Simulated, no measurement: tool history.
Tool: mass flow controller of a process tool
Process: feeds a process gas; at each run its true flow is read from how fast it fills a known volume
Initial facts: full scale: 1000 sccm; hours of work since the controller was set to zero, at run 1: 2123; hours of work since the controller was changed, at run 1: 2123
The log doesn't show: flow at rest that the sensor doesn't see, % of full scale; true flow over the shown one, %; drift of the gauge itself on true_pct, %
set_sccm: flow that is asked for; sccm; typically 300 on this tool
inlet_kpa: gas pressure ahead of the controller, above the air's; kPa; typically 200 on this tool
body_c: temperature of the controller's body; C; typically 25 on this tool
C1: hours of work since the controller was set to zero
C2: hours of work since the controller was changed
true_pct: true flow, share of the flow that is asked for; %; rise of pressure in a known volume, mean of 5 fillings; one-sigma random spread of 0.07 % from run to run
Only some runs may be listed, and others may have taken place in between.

{"run": 1, "hour": 0.0, "set_sccm": 300, "inlet_kpa": 200, "body_c": 25, "C1": 2123, "C2": 2123, "true_pct": 100.52}
{"run": 2, "hour": 69.4, "set_sccm": 300, "inlet_kpa": 200, "body_c": 36, "C1": 2162, "C2": 2162, "true_pct": 101.12}
{"run": 3, "hour": 146.5, "set_sccm": 300, "inlet_kpa": 200, "body_c": 36, "C1": 2205, "C2": 2205, "true_pct": 100.98}
{"run": 4, "hour": 215.2, "set_sccm": 300, "inlet_kpa": 200, "body_c": 29, "C1": 2243, "C2": 2243, "true_pct": 100.83}
{"run": 5, "hour": 270.7, "set_sccm": 927, "inlet_kpa": 200, "body_c": 25, "C1": 2274, "C2": 2274, "true_pct": 100.66}
{"run": 6, "hour": 321.2, "set_sccm": 927, "inlet_kpa": 200, "body_c": 25, "C1": 2302, "C2": 2302, "true_pct": 100.57}
{"run": 7, "hour": 427.6, "set_sccm": 505, "inlet_kpa": 200, "body_c": 25, "C1": 2361, "C2": 2361, "true_pct": 100.39}
{"run": 8, "hour": 475.1, "set_sccm": 426, "inlet_kpa": 200, "body_c": 25, "C1": 2388, "C2": 2388, "true_pct": 100.48}
{"run": 9, "hour": 527.0, "set_sccm": 426, "inlet_kpa": 200, "body_c": 25, "C1": 2417, "C2": 2417, "true_pct": 100.49}
{"run": 10, "hour": 603.7, "set_sccm": 426, "inlet_kpa": 200, "body_c": 25, "C1": 2459, "C2": 2459, "true_pct": 100.48}
{"run": 11, "hour": 707.0, "set_sccm": 300, "inlet_kpa": 200, "body_c": 31, "C1": 2517, "C2": 2517, "true_pct": 101.16}
{"run": 12, "hour": 810.3, "set_sccm": 300, "inlet_kpa": 201, "body_c": 31, "C1": 2575, "C2": 2575, "true_pct": 101.12}
{"run": 13, "hour": 883.5, "set_sccm": 300, "inlet_kpa": 201, "body_c": 31, "C1": 2615, "C2": 2615, "true_pct": 101.09}
{"run": 14, "hour": 950.3, "set_sccm": 300, "inlet_kpa": 200, "body_c": 25, "C1": 2653, "C2": 2653, "true_pct": 100.81}
{"run": 15, "hour": 1048.2, "set_sccm": 300, "inlet_kpa": 200, "body_c": 25, "C1": 2707, "C2": 2707, "true_pct": 101.01}
{"run": 16, "hour": 1096.0, "set_sccm": 300, "inlet_kpa": 239, "body_c": 25, "C1": 2734, "C2": 2734, "true_pct": 100.67}
{"run": 17, "hour": 1146.2, "set_sccm": 300, "inlet_kpa": 239, "body_c": 25, "C1": 2762, "C2": 2762, "true_pct": 100.75}
{"run": 18, "hour": 1202.4, "set_sccm": 300, "inlet_kpa": 239, "body_c": 25, "C1": 2793, "C2": 2793, "true_pct": 100.69}
{"run": 19, "hour": 1260.0, "set_sccm": 300, "inlet_kpa": 209, "body_c": 25, "C1": 2825, "C2": 2825, "true_pct": 100.93}
{"run": 20, "hour": 1320.9, "set_sccm": 300, "inlet_kpa": 209, "body_c": 25, "C1": 2859, "C2": 2859, "true_pct": 101.03}
{"run": 21, "hour": 1417.5, "set_sccm": 300, "inlet_kpa": 209, "body_c": 25, "C1": 2913, "C2": 2913, "true_pct": 101.02}
{"run": 22, "hour": 1482.2, "set_sccm": 300, "inlet_kpa": 209, "body_c": 25, "C1": 2949, "C2": 2949, "true_pct": 101.04}
{"run": 23, "hour": 1550.1, "set_sccm": 300, "inlet_kpa": 200, "body_c": 25, "C1": 2987, "C2": 2987, "true_pct": 101.1}
{"run": 24, "hour": 1608.7, "set_sccm": 300, "inlet_kpa": 200, "body_c": 25, "C1": 3019, "C2": 3019, "true_pct": 101.13}
{"run": 25, "hour": 1674.6, "set_sccm": 300, "inlet_kpa": 189, "body_c": 40, "C1": 3056, "C2": 3056, "true_pct": 101.84}
{"run": 26, "hour": 1720.8, "set_sccm": 300, "inlet_kpa": 152, "body_c": 37, "C1": 3082, "C2": 3082, "true_pct": 102.0}
{"run": 27, "hour": 1823.3, "set_sccm": 300, "inlet_kpa": 152, "body_c": 37, "C1": 3139, "C2": 3139, "true_pct": 102.0}
{"run": 28, "hour": 1895.2, "set_sccm": 300, "inlet_kpa": 152, "body_c": 37, "C1": 3179, "C2": 3179, "true_pct": 102.09}
{"run": 29, "hour": 1981.7, "set_sccm": 734, "inlet_kpa": 152, "body_c": 33, "C1": 3227, "C2": 3227, "true_pct": 101.57}
{"run": 30, "hour": 2031.0, "set_sccm": 734, "inlet_kpa": 152, "body_c": 33, "C1": 3254, "C2": 3254, "true_pct": 101.41}
{"run": 31, "hour": 2097.8, "set_sccm": 151, "inlet_kpa": 152, "body_c": 24, "C1": 3292, "C2": 3292, "true_pct": 102.99}
{"run": 32, "hour": 2167.2, "set_sccm": 151, "inlet_kpa": 152, "body_c": 24, "C1": 3330, "C2": 3330, "true_pct": 102.96}
{"run": 33, "hour": 2246.0, "set_sccm": 167, "inlet_kpa": 148, "body_c": 24, "C1": 3374, "C2": 3374, "true_pct": 102.65}
{"run": 34, "hour": 2331.9, "set_sccm": 307, "inlet_kpa": 201, "body_c": 37, "C1": 3422, "C2": 3422, "true_pct": 101.92}
{"run": 35, "hour": 2438.8, "set_sccm": 300, "inlet_kpa": 260, "body_c": 23, "C1": 3482, "C2": 3482, "true_pct": 101.05}
{"run": 36, "hour": 2534.5, "set_sccm": 300, "inlet_kpa": 260, "body_c": 23, "C1": 3535, "C2": 3535, "true_pct": 101.05}
{"run": 37, "hour": 2634.2, "set_sccm": 300, "inlet_kpa": 142, "body_c": 38, "C1": 3590, "C2": 3590, "true_pct": 102.44}
{"run": 38, "hour": 2737.7, "set_sccm": 381, "inlet_kpa": 200, "body_c": 25, "C1": 3648, "C2": 3648, "true_pct": 101.26}
{"run": 39, "hour": 2782.8, "set_sccm": 365, "inlet_kpa": 182, "body_c": 24, "C1": 3673, "C2": 3673, "true_pct": 101.34}
{"run": 40, "hour": 2871.4, "set_sccm": 365, "inlet_kpa": 160, "body_c": 32, "C1": 3723, "C2": 3723, "true_pct": 101.9}
{"run": 41, "hour": 2979.0, "set_sccm": 316, "inlet_kpa": 197, "body_c": 33, "C1": 3782, "C2": 3782, "true_pct": 101.82}
{"run": 42, "hour": 3041.2, "set_sccm": 316, "inlet_kpa": 197, "body_c": 33, "C1": 3817, "C2": 3817, "true_pct": 101.92}
{"run": 43, "hour": 3130.1, "set_sccm": 157, "inlet_kpa": 159, "body_c": 36, "C1": 3867, "C2": 3867, "true_pct": 103.75}
{"run": 44, "hour": 3194.7, "set_sccm": 157, "inlet_kpa": 159, "body_c": 36, "C1": 3903, "C2": 3903, "true_pct": 103.82}
{"run": 45, "hour": 3289.6, "set_sccm": 168, "inlet_kpa": 225, "body_c": 29, "C1": 3955, "C2": 3955, "true_pct": 103.0}
{"run": 46, "hour": 3342.3, "set_sccm": 300, "inlet_kpa": 157, "body_c": 25, "C1": 3985, "C2": 3985, "true_pct": 101.95}
{"run": 47, "hour": 3399.5, "set_sccm": 424, "inlet_kpa": 252, "body_c": 39, "C1": 4017, "C2": 4017, "true_pct": 101.76}
{"run": 48, "hour": 3505.5, "set_sccm": 112, "inlet_kpa": 149, "body_c": 38, "C1": 4076, "C2": 4076, "true_pct": 105.31}

Consider 4 possible next runs. They are alternatives, not a sequence: every one starts from the tool as it was left by run 48. What does each give?
{"run": "A", "hour": 3611.7, "set_sccm": 503, "inlet_kpa": 200, "body_c": 25, "C1": 4135, "C2": 4135, "true_pct": "?"}
{"run": "B", "hour": 3611.7, "set_sccm": 300, "inlet_kpa": 200, "body_c": 22, "C1": 4135, "C2": 4135, "true_pct": "?"}
{"run": "C", "hour": 3611.7, "set_sccm": 300, "inlet_kpa": 141, "body_c": 25, "C1": 4135, "C2": 4135, "true_pct": "?"}
{"run": "D", "hour": 3611.7, "set_sccm": 112, "inlet_kpa": 149, "body_c": 38, "C1": 4135, "C2": 4135, "true_pct": "?"}

run=A true_pct=101.39
run=B true_pct=101.84
run=C true_pct=102.23
run=D true_pct=105.63
Stripped of hidden state, with their random variation kept, the same runs would have yielded:
run=A true_pct=99.45
run=B true_pct=99.14
run=C true_pct=99.53
run=D true_pct=99.76
